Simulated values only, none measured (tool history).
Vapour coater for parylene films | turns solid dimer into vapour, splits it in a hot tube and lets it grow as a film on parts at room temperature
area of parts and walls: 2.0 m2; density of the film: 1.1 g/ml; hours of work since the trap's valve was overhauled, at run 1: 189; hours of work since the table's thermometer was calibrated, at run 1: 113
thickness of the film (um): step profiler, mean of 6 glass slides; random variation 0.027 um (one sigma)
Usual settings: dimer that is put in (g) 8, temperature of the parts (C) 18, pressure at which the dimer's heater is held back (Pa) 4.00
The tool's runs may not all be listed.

run,hour,dimer that is put in (g),temperature of the parts (C),pressure at which the dimer's heater is held back (Pa),hours of work since the trap's valve was overhauled,hours of work since the table's thermometer was calibrated,thickness of the film (um)
1,0.0,8,18,4.00,189,113,2.24
2,47.8,8,18,4.00,229,154,2.22
3,99.1,8,18,4.00,273,197,2.23
# hour 141.3: trap's valve overhauled
4,161.0,8,18,4.00,17,246,2.24
5,224.3,8,18,4.00,70,299,2.25
6,282.2,8,18,4.00,119,348,2.24
7,343.4,8,18,5.92,171,400,2.13
8,393.8,8,18,5.92,213,442,2.19
9,452.8,8,18,5.92,263,492,2.18
10,491.1,8,18,5.92,295,525,2.14
# hour 503.5: trap's valve overhauled
11,543.9,8,18,5.92,34,566,2.17
12,574.2,8,18,5.92,60,591,2.14
13,606.8,8,18,4.00,87,619,2.22
14,652.2,8,18,4.00,126,657,2.21
15,685.8,8,18,4.00,154,686,2.23
16,740.7,8,18,4.00,200,732,2.23
17,780.5,8,18,4.00,234,766,2.25
18,828.0,11,11,10.19,274,806,3.29
# hour 866.6: trap's valve overhauled
19,895.9,8,23,4.00,25,860,2.03
20,954.5,3,27,3.78,74,909,0.67
21,1001.1,10,16,3.78,114,948,2.85
22,1033.8,8,20,4.00,141,976,2.12
23,1061.0,12,20,2.21,164,999,3.35
24,1098.9,12,20,2.21,196,1031,3.33
25,1130.1,4,23,11.34,222,1057,0.92
26,1174.5,8,18,3.29,260,1095,2.26
27,1203.3,8,18,3.29,284,1119,2.26
# hour 1230.2: trap's valve overhauled
28,1244.2,8,18,3.29,12,1150,2.29
29,1276.9,8,18,3.29,39,1178,2.28
30,1310.2,3,11,2.53,68,1206,1.00
31,1344.8,3,11,2.53,97,1235,0.99

Hidden state at the last listed run before each entry between runs and at the first one after, where it differs:
Between runs 3 and 4: trap's valve overhauled (hour 141.3)
  vapour lost through the trap's worn valve, %: 0.4 -> 0.1
Between runs 10 and 11: trap's valve overhauled (hour 503.5)
  vapour lost through the trap's worn valve, %: 0.5 -> 0.1
Between runs 18 and 19: trap's valve overhauled (hour 866.6)
  vapour lost through the trap's worn valve, %: 0.5 -> 0
Between runs 27 and 28: trap's valve overhauled (hour 1230.2)
  vapour lost through the trap's worn valve, %: 0.4 -> 0

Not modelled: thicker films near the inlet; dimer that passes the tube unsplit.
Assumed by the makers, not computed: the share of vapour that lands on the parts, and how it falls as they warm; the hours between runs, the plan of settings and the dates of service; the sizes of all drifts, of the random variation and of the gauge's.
